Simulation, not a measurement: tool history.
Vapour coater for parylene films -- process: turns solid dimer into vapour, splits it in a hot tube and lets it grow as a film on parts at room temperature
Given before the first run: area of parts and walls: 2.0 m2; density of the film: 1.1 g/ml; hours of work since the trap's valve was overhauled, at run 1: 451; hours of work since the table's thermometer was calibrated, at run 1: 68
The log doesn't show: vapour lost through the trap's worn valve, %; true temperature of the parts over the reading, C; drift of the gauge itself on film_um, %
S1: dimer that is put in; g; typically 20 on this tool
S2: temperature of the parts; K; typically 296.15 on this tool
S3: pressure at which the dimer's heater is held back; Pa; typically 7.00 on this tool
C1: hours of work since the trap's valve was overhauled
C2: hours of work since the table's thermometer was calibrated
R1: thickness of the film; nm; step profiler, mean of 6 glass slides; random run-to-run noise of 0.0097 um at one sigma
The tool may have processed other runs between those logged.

run     day  S1      S2    S3   C1   C2    R1
  1   0.000  20  296.15  7.00  451   68  5322
  2   0.854  20  296.15  7.00  460   78  5318
  3   1.346  20  296.15  7.00  466   83  5304
  4   2.146  20  296.15  2.19  475   92  6204
  5   2.667  20  296.15  2.19  480   98  6212
      2.883  -- trap's valve overhauled
  6   3.350  20  296.15  2.19    5  104  6458
  7   3.775  20  300.15  7.00   10  108  5071
  8   4.608  20  307.15  7.00   19  117  4350
  9   5.317  20  307.15  7.00   27  125  4346
 10   5.938  12  307.15  7.00   34  132  2615
 11   6.758  11  307.15  7.00   43  141  2385
 12   7.608  20  307.15  7.00   52  151  4357
 13   8.062  20  307.15  7.00   57  156  4352
 14   8.875  20  307.15  7.00   66  165  4364
 15   9.562   9  306.15  7.21   74  172  1993
 16  10.346  13  296.15  2.12   82  181  4209
 17  10.796  13  296.15  2.12   87  186  4197
 18  11.638  13  296.15  2.12   97  195  4215
 19  12.429  21  302.15  9.85  105  204  4845
 20  12.846  21  302.15  9.85  110  208  4839
 21  13.425  26  289.15  4.84  116  215  8730
 22  14.092  26  289.15  4.84  124  222  8717
 23  14.758  26  293.15  3.47  131  230  8364
 24  15.608  21  300.15  7.00  141  239  5276
 25  16.267   9  296.15  7.00  148  246  2466
 26  17.021  20  290.15  2.63  156  255  7114

3 options for the next run, each taken on its own from the tool as it stands now. Forecast them:
  A  17.783  24  290.15  2.78  165  263   ?
  B  17.783  20  305.15  2.63  165  263   ?
  C  17.783  15  295.15  8.33  165  263   ?

run    R1
  A  8457
  B  5161
  C  4097
With no hidden state in the tool, these same runs would have given:
run    R1
  A  8497
  B  5185
  C  4116
